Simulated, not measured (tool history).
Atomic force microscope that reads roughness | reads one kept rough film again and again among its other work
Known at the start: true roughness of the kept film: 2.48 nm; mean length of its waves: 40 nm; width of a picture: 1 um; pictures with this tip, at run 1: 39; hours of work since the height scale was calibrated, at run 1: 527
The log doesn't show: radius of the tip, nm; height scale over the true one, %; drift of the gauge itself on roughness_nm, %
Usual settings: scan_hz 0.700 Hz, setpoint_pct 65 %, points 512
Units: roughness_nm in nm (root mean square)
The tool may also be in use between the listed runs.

| run | hour | scan_hz | setpoint_pct | points | pictures with this tip | hours of work since the height scale was calibrated | roughness_nm |
|---|---|---|---|---|---|---|---|
| 1 | 0.0 | 0.700 | 65 | 512 | 39 | 527 | 2.312 |
| 2 | 8.7 | 0.700 | 65 | 512 | 61 | 533 | 2.279 |
|  | 16.6 | new tip fitted |
| 3 | 20.8 | 0.700 | 65 | 512 | 10 | 542 | 2.285 |
| 4 | 31.7 | 3.111 | 65 | 512 | 36 | 550 | 2.070 |
| 5 | 40.1 | 3.873 | 65 | 512 | 57 | 556 | 1.999 |
|  | 49.7 | new tip fitted |
| 6 | 53.1 | 3.873 | 65 | 512 | 8 | 566 | 2.007 |
| 7 | 66.6 | 3.873 | 65 | 299 | 40 | 576 | 1.999 |
| 8 | 78.4 | 0.700 | 65 | 512 | 68 | 584 | 2.297 |
|  | 83.4 | new tip fitted |
| 9 | 87.6 | 0.700 | 65 | 512 | 11 | 591 | 2.299 |
| 10 | 104.8 | 0.700 | 65 | 512 | 52 | 603 | 2.285 |
|  | 116.6 | new tip fitted |
| 11 | 116.6 | 0.700 | 65 | 512 | 0 | 612 | 2.305 |
| 12 | 128.8 | 0.700 | 65 | 512 | 29 | 621 | 2.302 |
| 13 | 140.4 | 0.862 | 65 | 512 | 57 | 629 | 2.259 |
|  | 149.7 | new tip fitted |
| 14 | 159.3 | 0.862 | 65 | 512 | 23 | 643 | 2.273 |
| 15 | 168.0 | 0.862 | 65 | 512 | 44 | 649 | 2.269 |
|  | 182.6 | new tip fitted |
| 16 | 183.8 | 0.862 | 65 | 512 | 3 | 661 | 2.269 |
| 17 | 198.2 | 0.700 | 65 | 512 | 38 | 671 | 2.287 |
| 18 | 212.1 | 0.700 | 65 | 512 | 71 | 682 | 2.280 |
|  | 216.0 | new tip fitted |
| 19 | 223.2 | 0.700 | 65 | 512 | 18 | 689 | 2.299 |
| 20 | 241.6 | 0.700 | 65 | 512 | 62 | 703 | 2.292 |
|  | 249.7 | new tip fitted |
| 21 | 249.9 | 0.700 | 65 | 512 | 1 | 709 | 2.309 |
| 22 | 264.3 | 0.700 | 65 | 512 | 35 | 719 | 2.286 |
|  | 282.8 | new tip fitted |
| 23 | 282.8 | 0.700 | 65 | 512 | 0 | 733 | 2.298 |
| 24 | 300.7 | 0.700 | 65 | 512 | 43 | 746 | 2.297 |
| 25 | 312.0 | 0.700 | 65 | 512 | 70 | 754 | 2.265 |
|  | 315.8 | new tip fitted |
| 26 | 323.9 | 0.700 | 65 | 512 | 20 | 763 | 2.308 |
| 27 | 340.5 | 0.700 | 65 | 512 | 60 | 775 | 2.300 |
|  | 348.7 | new tip fitted |
| 28 | 355.2 | 0.700 | 65 | 512 | 16 | 786 | 2.299 |
| 29 | 374.1 | 0.700 | 77 | 324 | 61 | 800 | 2.209 |
|  | 382.0 | new tip fitted |
| 30 | 386.8 | 0.712 | 65 | 416 | 12 | 809 | 2.283 |
| 31 | 398.1 | 0.712 | 65 | 416 | 39 | 817 | 2.275 |
| 32 | 408.7 | 0.712 | 65 | 416 | 64 | 825 | 2.290 |
|  | 414.9 | new tip fitted |
| 33 | 425.7 | 0.712 | 65 | 416 | 26 | 837 | 2.286 |
| 34 | 435.9 | 0.712 | 55 | 416 | 51 | 845 | 2.333 |
| 35 | 444.2 | 3.299 | 75 | 512 | 71 | 851 | 1.835 |
|  | 447.9 | new tip fitted |
| 36 | 458.9 | 3.440 | 68 | 363 | 27 | 861 | 1.954 |
| 37 | 475.7 | 3.440 | 68 | 363 | 67 | 874 | 1.974 |
|  | 482.1 | new tip fitted |
| 38 | 492.8 | 0.888 | 71 | 574 | 26 | 886 | 2.238 |
| 39 | 510.8 | 0.774 | 60 | 429 | 69 | 899 | 2.323 |
|  | 515.7 | new tip fitted |
| 40 | 528.5 | 3.309 | 66 | 975 | 31 | 912 | 2.028 |
| 41 | 547.0 | 3.309 | 87 | 975 | 75 | 926 | 1.571 |
|  | 549.1 | new tip fitted |
| 42 | 555.3 | 0.815 | 74 | 407 | 15 | 931 | 2.218 |
| 43 | 567.6 | 0.815 | 63 | 876 | 44 | 940 | 2.290 |
| 44 | 580.6 | 0.815 | 63 | 876 | 76 | 950 | 2.291 |
|  | 582.7 | new tip fitted |
| 45 | 596.3 | 0.815 | 66 | 347 | 33 | 961 | 2.276 |
| 46 | 609.4 | 0.815 | 66 | 347 | 64 | 971 | 2.260 |
|  | 615.5 | new tip fitted |
| 47 | 622.0 | 0.815 | 66 | 347 | 16 | 980 | 2.272 |
| 48 | 634.2 | 0.608 | 69 | 367 | 45 | 989 | 2.289 |
|  | 648.6 | new tip fitted |
| 49 | 650.6 | 1.339 | 68 | 367 | 5 | 1001 | 2.214 |
| 50 | 662.2 | 1.339 | 68 | 367 | 33 | 1009 | 2.197 |
| 51 | 673.7 | 0.625 | 79 | 487 | 61 | 1018 | 2.212 |
|  | 681.4 | new tip fitted |
| 52 | 690.4 | 0.625 | 79 | 487 | 22 | 1030 | 2.199 |
| 53 | 704.9 | 1.855 | 65 | 512 | 57 | 1041 | 2.171 |

3 ways to go on from here, each from the tool as it stands after run 53. What would each give?
|  | 714.8 | new tip fitted |
| A | 720.0 | 0.523 | 79 | 975 | 13 | 1051 | ? |
|  | 714.8 | new tip fitted |
| B | 720.0 | 2.700 | 87 | 267 | 13 | 1051 | ? |
|  | 714.8 | new tip fitted |
| C | 720.0 | 0.700 | 76 | 512 | 13 | 1051 | ? |

| run | roughness_nm |
|---|---|
| A | 2.252 |
| B | 1.666 |
| C | 2.223 |
Without the tool's hidden state the same runs would have given:
| run | roughness_nm |
|---|---|
| A | 2.252 |
| B | 1.666 |
| C | 2.224 |
